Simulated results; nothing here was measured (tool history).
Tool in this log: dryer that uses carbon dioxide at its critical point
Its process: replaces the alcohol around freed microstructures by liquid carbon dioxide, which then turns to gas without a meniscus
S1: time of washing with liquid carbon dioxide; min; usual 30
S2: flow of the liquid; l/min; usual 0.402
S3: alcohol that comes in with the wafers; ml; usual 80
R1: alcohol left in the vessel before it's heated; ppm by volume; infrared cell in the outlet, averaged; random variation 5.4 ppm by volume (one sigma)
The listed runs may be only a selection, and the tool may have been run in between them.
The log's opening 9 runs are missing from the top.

run    hour  S1     S2   S3    R1
 10   398.3  30  0.305   80   733
 11   436.6  30  0.382   80   309
      477.5  -- inlet filter changed
 12   492.6  30  0.382   80   258
 13   538.2  30  0.402   35   147
 14   578.8  30  0.321   80   507
 15   633.8  30  0.354   80   388
 16   675.4  30  0.354   80   402
 17   704.2  30  0.644   89   114
 18   740.9  30  0.402   74   269
 19   808.4  30  0.402   74   301
 20   855.5  30  0.402   74   311
 21   884.2  30  0.359   80   477
 22   934.9  30  0.359   80   529
      952.7  -- inlet filter changed
 23   982.2  40  0.367   80   205
 24  1045.2  40  0.367   80   212
 25    1107  26  0.433  114   523
 26    1144  21  0.291   70  2223
 27  1178.9  32   0.53   47   211

Forecast run 28:
 28  1207.2  32  0.53  47   ?

Run 28 produced R1 226 ppm by volume.
Had the tool carried no hidden state, the very same run would have given R1 16 ppm by volume.
